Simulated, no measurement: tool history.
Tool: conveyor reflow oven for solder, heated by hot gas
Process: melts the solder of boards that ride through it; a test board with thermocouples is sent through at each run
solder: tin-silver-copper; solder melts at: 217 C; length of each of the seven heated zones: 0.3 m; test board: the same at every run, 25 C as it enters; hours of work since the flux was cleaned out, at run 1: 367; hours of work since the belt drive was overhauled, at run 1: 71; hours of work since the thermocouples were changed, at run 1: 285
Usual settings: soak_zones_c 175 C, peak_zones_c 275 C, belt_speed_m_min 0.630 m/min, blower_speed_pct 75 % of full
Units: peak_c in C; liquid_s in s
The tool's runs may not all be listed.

run	hour	soak_zones_c	peak_zones_c	belt_speed_m_min	blower_speed_pct	hours of work since the flux was cleaned out	hours of work since the belt drive was overhauled	hours of work since the thermocouples were changed	peak_c	liquid_s
1	0.0	175	275	0.630	75	367	71	285	263.6	49.2
2	28.4	175	275	0.630	75	386	90	304	263.8	48.9
# hour 36.3: flux residue cleaned out of gas plates and filters
3	72.7	175	275	0.630	75	24	115	329	265.0	49.3
4	93.6	175	275	0.630	62	37	129	343	261.7	48.2
5	137.0	175	275	0.630	62	65	157	371	261.6	48.1
6	165.5	175	275	0.630	75	84	175	389	265.0	49.7
7	216.1	175	275	0.630	75	117	208	422	263.8	49.7
8	246.8	175	275	0.630	75	136	228	442	264.2	49.3
9	269.2	175	280	0.630	75	151	242	457	269.3	51.3
10	296.3	184	280	0.630	75	169	260	474	270.3	53.4
11	324.4	184	280	0.630	78	187	278	492	270.9	53.8
12	357.7	170	275	0.595	75	208	300	514	265.9	51.9
13	386.1	175	273	0.630	66	227	318	532	261.1	47.7
14	421.0	175	273	0.630	66	249	341	555	261.0	48.0
15	453.8	184	275	0.616	62	271	362	576	263.8	52.2
16	482.0	175	284	0.625	61	289	380	595	270.3	51.7
17	528.5	168	278	0.604	68	319	411	625	266.9	50.5
18	558.8	168	278	0.604	68	339	430	644	266.0	51.0
19	604.1	175	275	0.630	52	368	460	674	259.5	46.1
# hour 640.1: flux residue cleaned out of gas plates and filters
20	648.0	175	275	0.630	52	5	485	699	259.8	46.6
21	698.7	175	286	0.630	51	38	518	732	269.2	51.5

Forecast each of these 3 alternatives for the next run:
A	746.1	175	268	0.670	52	69	548	762	?	?
B	746.1	172	275	0.630	75	69	548	762	?	?
C	746.1	175	286	0.562	51	69	548	762	?	?

run	peak_c	liquid_s
A	251.8	40.5
B	265.5	49.1
C	273.8	59.0
Without the tool's hidden state the same runs would have given:
run	peak_c	liquid_s
A	250.3	39.2
B	264.0	48.0
C	272.2	57.8

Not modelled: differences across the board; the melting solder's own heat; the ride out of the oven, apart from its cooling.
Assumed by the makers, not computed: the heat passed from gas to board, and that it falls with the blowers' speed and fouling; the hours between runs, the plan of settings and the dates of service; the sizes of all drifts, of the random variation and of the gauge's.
